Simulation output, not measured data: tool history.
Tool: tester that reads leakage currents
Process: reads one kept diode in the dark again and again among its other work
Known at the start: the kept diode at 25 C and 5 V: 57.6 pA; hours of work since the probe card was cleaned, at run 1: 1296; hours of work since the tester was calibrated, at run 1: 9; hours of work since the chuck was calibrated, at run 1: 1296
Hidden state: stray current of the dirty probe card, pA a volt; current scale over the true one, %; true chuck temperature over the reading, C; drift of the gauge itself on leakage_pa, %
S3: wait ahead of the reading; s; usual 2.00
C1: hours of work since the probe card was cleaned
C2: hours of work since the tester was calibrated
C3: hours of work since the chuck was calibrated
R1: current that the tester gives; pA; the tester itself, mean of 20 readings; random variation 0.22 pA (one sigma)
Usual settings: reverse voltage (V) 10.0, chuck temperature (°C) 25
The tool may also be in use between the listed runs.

Run 1, day 0.000: usual settings; C1 1296; C2 9; C3 1296. Result: R1 94.70 pA.
Run 2, day 1.596: usual settings; C1 1323; C2 37; C3 1323. Result: R1 95.37 pA.
Run 3, day 3.104: usual settings; C1 1350; C2 63; C3 1350. Result: R1 95.55 pA.
Run 4, day 4.600: usual settings; C1 1375; C2 89; C3 1375. Result: R1 96.22 pA.
Run 5, day 6.117: usual settings; C1 1402; C2 115; C3 1402. Result: R1 97.03 pA.
Run 6, day 7.254: usual settings; C1 1421; C2 135; C3 1421. Result: R1 97.42 pA.
Run 7, day 8.675: usual settings; C1 1446; C2 160; C3 1446. Result: R1 97.97 pA.
Run 8, day 10.233: usual settings; C1 1473; C2 187; C3 1473. Result: R1 97.87 pA.
Run 9, day 11.542: usual settings; C1 1496; C2 210; C3 1496. Result: R1 97.93 pA.
Run 10, day 12.662: usual settings; C1 1515; C2 229; C3 1515. Result: R1 99.16 pA.
Run 11, day 13.838: usual settings; C1 1536; C2 249; C3 1536. Result: R1 98.96 pA.
Run 12, day 15.542: usual settings; C1 1565; C2 279; C3 1565. Result: R1 99.19 pA.
Run 13, day 16.871: usual settings but S3 0.46 s; C1 1588; C2 302; C3 1588. Result: R1 105.34 pA.
Run 14, day 18.717: usual settings; C1 1620; C2 334; C3 1620. Result: R1 100.43 pA.
Run 15, day 20.433: usual settings but reverse voltage (V) 7.0; C1 1650; C2 364; C3 1650. Result: R1 86.22 pA.
Run 16, day 21.958: usual settings but reverse voltage (V) 7.0; C1 1677; C2 390; C3 1677. Result: R1 86.47 pA.
Run 17, day 23.521: usual settings but reverse voltage (V) 7.0; C1 1704; C2 417; C3 1704. Result: R1 87.22 pA.
Run 18, day 24.938: usual settings but reverse voltage (V) 7.0; C1 1728; C2 442; C3 1728. Result: R1 87.31 pA.
Run 19, day 25.717: usual settings but reverse voltage (V) 7.0, chuck temperature (°C) 27; C1 1742; C2 456; C3 1742. Result: R1 99.71 pA.
Run 20, day 27.346: usual settings but S3 0.92 s; C1 1770; C2 484; C3 1770. Result: R1 104.78 pA.
At day 28.042: chuck's temperature calibrated.
At day 28.983: probe card cleaned and baked.
Run 21, day 29.304: usual settings but S3 0.92 s; C1 6; C2 514; C3 20. Result: R1 104.02 pA.
Run 22, day 30.896: usual settings but reverse voltage (V) 5.6, chuck temperature (°C) 33; C1 33; C2 542; C3 47. Result: R1 130.52 pA.
Run 23, day 32.458: usual settings but reverse voltage (V) 5.6, chuck temperature (°C) 33; C1 60; C2 569; C3 75. Result: R1 130.99 pA.
At day 33.412: probe card cleaned and baked, once more.
Run 24, day 33.708: usual settings but reverse voltage (V) 18.5, chuck temperature (°C) 55, S3 3.91 s; C1 5; C2 588; C3 94. Result: R1 810.15 pA.
Run 25, day 34.496: usual settings but reverse voltage (V) 2.6, S3 3.15 s; C1 19; C2 602; C3 108. Result: R1 47.83 pA.
Run 26, day 35.262: usual settings but S3 0.96 s; C1 32; C2 615; C3 121. Result: R1 75.92 pA.
Run 27, day 36.458: usual settings but reverse voltage (V) 13.4, chuck temperature (°C) 30, S3 0.81 s; C1 53; C2 636; C3 142. Result: R1 124.30 pA.
Run 28, day 37.692: usual settings but reverse voltage (V) 10.1, chuck temperature (°C) 29, S3 4.43 s; C1 74; C2 658; C3 163. Result: R1 102.30 pA.
Run 29, day 39.021: usual settings but reverse voltage (V) 10.1, chuck temperature (°C) 29, S3 4.43 s; C1 97; C2 681; C3 186. Result: R1 102.64 pA.
Run 30, day 39.775: usual settings but reverse voltage (V) 10.1, chuck temperature (°C) 29, S3 4.43 s; C1 110; C2 694; C3 199. Result: R1 102.79 pA.
Run 31, day 40.800: usual settings but reverse voltage (V) 1.8, chuck temperature (°C) 32, S3 9.96 s; C1 128; C2 711; C3 217. Result: R1 75.58 pA.
Run 32, day 42.229: usual settings but chuck temperature (°C) 48; C1 153; C2 736; C3 242. Result: R1 420.18 pA.
Run 33, day 43.400: usual settings but chuck temperature (°C) 48; C1 173; C2 757; C3 262. Result: R1 419.66 pA.
Run 34, day 44.692: usual settings but reverse voltage (V) 1.5, S3 0.66 s; C1 196; C2 779; C3 285. Result: R1 41.76 pA.
Run 35, day 45.642: usual settings but reverse voltage (V) 4.6, S3 2.53 s; C1 212; C2 795; C3 301. Result: R1 59.14 pA.
Run 36, day 46.575: usual settings but chuck temperature (°C) 34; C1 228; C2 812; C3 317. Result: R1 153.29 pA.
Run 37, day 47.888: usual settings but chuck temperature (°C) 34; C1 251; C2 834; C3 340. Result: R1 154.09 pA.
Run 38, day 49.504: usual settings but reverse voltage (V) 14.5, chuck temperature (°C) 42, S3 3.53 s; C1 279; C2 862; C3 368. Result: R1 311.74 pA.
Run 39, day 50.738: usual settings but reverse voltage (V) 14.5, chuck temperature (°C) 26, S3 0.76 s; C1 301; C2 884; C3 389. Result: R1 100.34 pA.
Run 40, day 52.533: usual settings but chuck temperature (°C) 55, S3 1.17 s; C1 332; C2 915; C3 421. Result: R1 687.84 pA.
Run 41, day 54.188: usual settings but reverse voltage (V) 18.2, chuck temperature (°C) 44, S3 0.31 s; C1 360; C2 944; C3 449. Result: R1 409.36 pA.

How the hidden state differs across the entries between the runs, from the last listed run before each to the first after it:
Between runs 20 and 21: chuck's temperature calibrated (day 28.042); probe card cleaned and baked (day 28.983)
  stray current of the dirty probe card, pA a volt: 2.136 -> 2.889; current scale over the true one, %: -0.36 -> -0.38; true chuck temperature over the reading, C: 1.46 -> 0.11
  measured less the result without the state, R1: +29.77 -> +28.92 pA
Between runs 23 and 24: probe card cleaned and baked, once more (day 33.412)
  stray current of the dirty probe card, pA a volt: 2.957 -> 0.03; current scale over the true one, %: -0.41 -> -0.42; true chuck temperature over the reading, C: 0.15 -> 0.16
  measured less the result without the state, R1: +17.17 -> +5.66 pA
